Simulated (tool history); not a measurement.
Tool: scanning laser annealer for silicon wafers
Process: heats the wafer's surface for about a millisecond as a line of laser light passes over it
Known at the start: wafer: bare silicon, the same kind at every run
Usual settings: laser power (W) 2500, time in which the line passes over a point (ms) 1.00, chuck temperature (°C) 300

run,day,laser power (W),time in which the line passes over a point (ms),chuck temperature (°C),highest temperature of the surface (°C)
1,0.000,2500,1.00,300,1141
2,0.304,2500,0.85,300,1080
3,0.529,2500,0.85,300,1079
4,0.921,2500,0.85,324,1104
5,1.433,2500,0.85,324,1106
6,1.750,2500,0.85,324,1106
7,2.067,2500,0.85,324,1105
8,2.446,2500,0.85,324,1104
9,2.833,2500,0.85,324,1103
10,3.258,2356,1.00,300,1091
11,3.546,2500,1.00,295,1137
12,3.904,2283,1.00,295,1059
13,4.288,2283,1.00,295,1061
14,4.725,2283,1.00,295,1061
15,4.962,2500,0.90,300,1102
16,5.250,2500,0.90,300,1101
17,5.688,2500,0.90,300,1103
18,6.112,2500,0.90,300,1101
19,6.592,2500,1.00,300,1139
20,7.100,2500,1.00,300,1140
21,7.496,2500,1.00,300,1141
22,7.904,2500,1.00,300,1140
23,8.254,2384,1.03,281,1089
24,8.792,2233,1.00,325,1072
25,9.079,2360,0.80,269,985
26,9.421,2360,0.80,269,990
27,9.712,2360,0.80,269,985
28,10.071,2168,1.12,328,1091
29,10.588,2260,1.05,302,1078
30,10.921,2260,1.05,302,1076
31,11.392,2224,1.05,321,1081
32,11.688,2421,0.83,317,1066
33,12.121,2421,0.83,317,1064
34,12.388,2421,0.83,317,1064
35,12.946,2400,1.00,300,1105
36,13.471,2400,1.00,300,1104
37,13.708,2327,1.00,300,1078
38,14.262,2327,1.00,300,1078
39,14.512,2500,1.00,326,1163
40,14.775,2500,1.00,326,1164

Forecast each of these 5 alternatives for the next run:
A,15.154,2537,1.00,326,?
B,15.154,2602,1.00,300,?
C,15.154,2698,0.85,302,?
D,15.154,2455,1.00,300,?
E,15.154,2500,1.19,320,?

run,highest temperature of the surface (°C)
A,1177
B,1174
C,1145
D,1124
E,1227
Without the tool's hidden state the same runs would have given:
run,highest temperature of the surface (°C)
A,1177
B,1175
C,1145
D,1124
E,1227
